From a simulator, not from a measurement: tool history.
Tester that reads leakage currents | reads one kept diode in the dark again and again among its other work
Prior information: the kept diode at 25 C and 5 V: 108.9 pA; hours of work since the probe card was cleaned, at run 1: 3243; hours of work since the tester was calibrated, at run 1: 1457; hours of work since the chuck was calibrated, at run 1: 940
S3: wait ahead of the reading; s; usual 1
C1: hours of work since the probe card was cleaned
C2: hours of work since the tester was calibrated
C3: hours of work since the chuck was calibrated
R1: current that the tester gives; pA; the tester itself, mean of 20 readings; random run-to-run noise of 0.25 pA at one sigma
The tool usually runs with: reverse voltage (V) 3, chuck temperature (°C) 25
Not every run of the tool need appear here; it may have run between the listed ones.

{"run": 1, "hour": 0.0, "reverse voltage (V)": 3, "chuck temperature (°C)": 25, "S3": 1, "C1": 3243, "C2": 1457, "C3": 940, "R1": 91.41}
{"run": 2, "hour": 216.2, "reverse voltage (V)": 3, "chuck temperature (°C)": 25, "S3": 1, "C1": 3347, "C2": 1561, "C3": 1044, "R1": 92.42}
{"run": 3, "hour": 364.2, "reverse voltage (V)": 3, "chuck temperature (°C)": 25, "S3": 1, "C1": 3418, "C2": 1632, "C3": 1115, "R1": 93.15}
{"hour": 378.4, "done": "chuck's temperature calibrated"}
{"run": 4, "hour": 466.7, "reverse voltage (V)": 3, "chuck temperature (°C)": 25, "S3": 1, "C1": 3467, "C2": 1680, "C3": 42, "R1": 99.78}
{"hour": 515.4, "done": "probe card cleaned and baked"}
{"run": 5, "hour": 662.6, "reverse voltage (V)": 3, "chuck temperature (°C)": 52, "S3": 1, "C1": 71, "C2": 1773, "C3": 135, "R1": 592.38}
{"run": 6, "hour": 863.1, "reverse voltage (V)": 3, "chuck temperature (°C)": 52, "S3": 1, "C1": 167, "C2": 1870, "C3": 232, "R1": 598.77}
{"run": 7, "hour": 1056.1, "reverse voltage (V)": 3, "chuck temperature (°C)": 55, "S3": 2.69, "C1": 260, "C2": 1963, "C3": 325, "R1": 719.93}

Expected results for the next run?
{"run": 8, "hour": 1231.9, "reverse voltage (V)": 3, "chuck temperature (°C)": 22, "S3": 6.37, "C1": 345, "C2": 2047, "C3": 409, "R1": "?"}

R1: 82.46 pA
With the hidden condition absent and the run-to-run variation left alone, this run would have shown R1 66.31 pA.
